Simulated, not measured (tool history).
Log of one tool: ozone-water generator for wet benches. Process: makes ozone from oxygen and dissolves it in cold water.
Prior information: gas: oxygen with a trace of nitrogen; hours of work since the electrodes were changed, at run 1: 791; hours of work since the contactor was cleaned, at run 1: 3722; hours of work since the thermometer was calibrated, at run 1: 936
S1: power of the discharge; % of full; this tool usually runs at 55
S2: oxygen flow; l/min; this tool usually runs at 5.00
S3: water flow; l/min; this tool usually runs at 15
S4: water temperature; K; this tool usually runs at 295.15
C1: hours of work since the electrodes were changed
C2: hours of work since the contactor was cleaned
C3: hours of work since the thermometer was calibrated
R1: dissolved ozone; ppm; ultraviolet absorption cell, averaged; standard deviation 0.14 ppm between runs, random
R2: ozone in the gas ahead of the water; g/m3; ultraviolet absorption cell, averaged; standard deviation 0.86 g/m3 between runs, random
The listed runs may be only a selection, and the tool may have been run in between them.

Run 1, hour 0.0: usual settings; C1 791; C2 3722; C3 936. Result: R1 16.5 ppm, R2 138.4 g/m3.
Run 2, hour 51.2: usual settings; C1 835; C2 3766; C3 980. Result: R1 16.3 ppm, R2 135.7 g/m3.
Run 3, hour 113.5: usual settings; C1 888; C2 3819; C3 1033. Result: R1 16.2 ppm, R2 135.8 g/m3.
Run 4, hour 162.9: usual settings but S4 300.15 K; C1 930; C2 3861; C3 1075. Result: R1 14.9 ppm, R2 135.6 g/m3.
Run 5, hour 205.4: usual settings but S4 300.15 K; C1 967; C2 3897; C3 1112. Result: R1 15.0 ppm, R2 137.2 g/m3.
Run 6, hour 242.4: usual settings but S4 300.15 K; C1 998; C2 3929; C3 1143. Result: R1 14.8 ppm, R2 135.6 g/m3.
Run 7, hour 285.0: usual settings but S2 4.70 l/min; C1 1035; C2 3965; C3 1180. Result: R1 16.3 ppm, R2 138.2 g/m3.
Run 8, hour 319.1: usual settings but S2 4.70 l/min; C1 1064; C2 3995; C3 1209. Result: R1 16.1 ppm, R2 140.3 g/m3.
Run 9, hour 354.8: usual settings but S2 5.47 l/min; C1 1094; C2 4025; C3 1239. Result: R1 16.3 ppm, R2 131.3 g/m3.
Run 10, hour 391.6: usual settings but S2 5.47 l/min, S4 292.15 K; C1 1126; C2 4056; C3 1271. Result: R1 17.1 ppm, R2 130.9 g/m3.
Run 11, hour 434.1: usual settings but S2 5.47 l/min, S4 292.15 K; C1 1162; C2 4093; C3 1307. Result: R1 17.1 ppm, R2 131.0 g/m3.
Run 12, hour 487.7: usual settings but S1 54 % of full; C1 1208; C2 4139; C3 1353. Result: R1 16.2 ppm, R2 134.9 g/m3.
Run 13, hour 529.2: usual settings; C1 1243; C2 4174; C3 1388. Result: R1 16.2 ppm, R2 134.1 g/m3.
Run 14, hour 587.4: usual settings; C1 1293; C2 4224; C3 1438. Result: R1 16.2 ppm, R2 135.8 g/m3.
At hour 592.6: water thermometer calibrated.
Run 15, hour 651.8: usual settings; C1 1348; C2 4278; C3 51. Result: R1 16.3 ppm, R2 135.1 g/m3.
Run 16, hour 718.0: usual settings; C1 1404; C2 4335; C3 107. Result: R1 16.3 ppm, R2 135.3 g/m3.
At hour 745.2: water thermometer calibrated, once more.
Run 17, hour 776.0: usual settings but S3 14 l/min; C1 1453; C2 4384; C3 26. Result: R1 16.9 ppm, R2 135.5 g/m3.
Run 18, hour 812.3: usual settings but S1 40 % of full, S4 297.15 K; C1 1484; C2 4415; C3 57. Result: R1 13.1 ppm, R2 114.4 g/m3.
Run 19, hour 876.1: usual settings but S1 40 % of full, S4 296.15 K; C1 1539; C2 4470; C3 112. Result: R1 13.3 ppm, R2 114.0 g/m3.
Run 20, hour 934.1: usual settings but S1 54 % of full, S2 6.65 l/min, S4 296.15 K; C1 1588; C2 4519; C3 161. Result: R1 16.1 ppm, R2 120.2 g/m3.
Run 21, hour 989.5: usual settings but S1 54 % of full, S2 6.65 l/min, S4 296.15 K; C1 1636; C2 4566; C3 209. Result: R1 15.9 ppm, R2 121.2 g/m3.
Run 22, hour 1031.6: usual settings but S1 58 % of full, S2 2.70 l/min, S3 22 l/min, S4 296.15 K; C1 1672; C2 4602; C3 245. Result: R1 10.1 ppm, R2 170.6 g/m3.
Run 23, hour 1097.4: usual settings but S1 58 % of full, S2 3.33 l/min, S3 17 l/min, S4 296.15 K; C1 1728; C2 4659; C3 301. Result: R1 13.7 ppm, R2 156.9 g/m3.
Run 24, hour 1126.9: usual settings but S2 3.05 l/min, S3 23 l/min, S4 294.15 K; C1 1753; C2 4684; C3 326. Result: R1 10.0 ppm, R2 159.6 g/m3.
Run 25, hour 1193.2: usual settings but S1 85 % of full, S2 4.07 l/min; C1 1810; C2 4741; C3 383. Result: R1 19.4 ppm, R2 180.4 g/m3.
Run 26, hour 1246.0: usual settings but S2 4.26 l/min; C1 1855; C2 4786; C3 428. Result: R1 15.8 ppm, R2 142.2 g/m3.
Run 27, hour 1311.0: usual settings but S1 89 % of full; C1 1911; C2 4841; C3 483. Result: R1 20.3 ppm, R2 171.1 g/m3.
Run 28, hour 1365.9: usual settings but S1 89 % of full; C1 1957; C2 4888; C3 530. Result: R1 20.3 ppm, R2 170.9 g/m3.
Run 29, hour 1410.6: usual settings but S1 89 % of full; C1 1996; C2 4926; C3 568. Result: R1 20.3 ppm, R2 171.7 g/m3.
Run 30, hour 1446.3: usual settings but S4 301.15 K; C1 2026; C2 4957; C3 599. Result: R1 14.4 ppm, R2 134.0 g/m3.
Run 31, hour 1507.0: usual settings but S1 66 % of full, S4 301.15 K; C1 2078; C2 5009; C3 651. Result: R1 15.6 ppm, R2 144.5 g/m3.

Each row is a separate what-if for the run after 31, all from the same tool condition, not one after another. Results?
Run A, hour 1561.6: usual settings but S1 70 % of full, S2 2.98 l/min, S3 12 l/min, S4 301.15 K; C1 2125; C2 5055; C3 697. Result: R1 ?, R2 ?.
Run B, hour 1561.6: usual settings but S1 67 % of full, S3 16 l/min, S4 300.15 K; C1 2125; C2 5055; C3 697. Result: R1 ?, R2 ?.
Run C, hour 1561.6: usual settings but S1 66 % of full, S2 3.93 l/min, S3 16 l/min, S4 292.15 K; C1 2125; C2 5055; C3 697. Result: R1 ?, R2 ?.

run    R1     R2
  A  18.1  180.0
  B  15.0  148.7
  C  16.7  158.7
With no hidden state in the tool, these same runs would have given:
run    R1     R2
  A  19.7  189.4
  B  16.5  156.2
  C  18.2  166.7
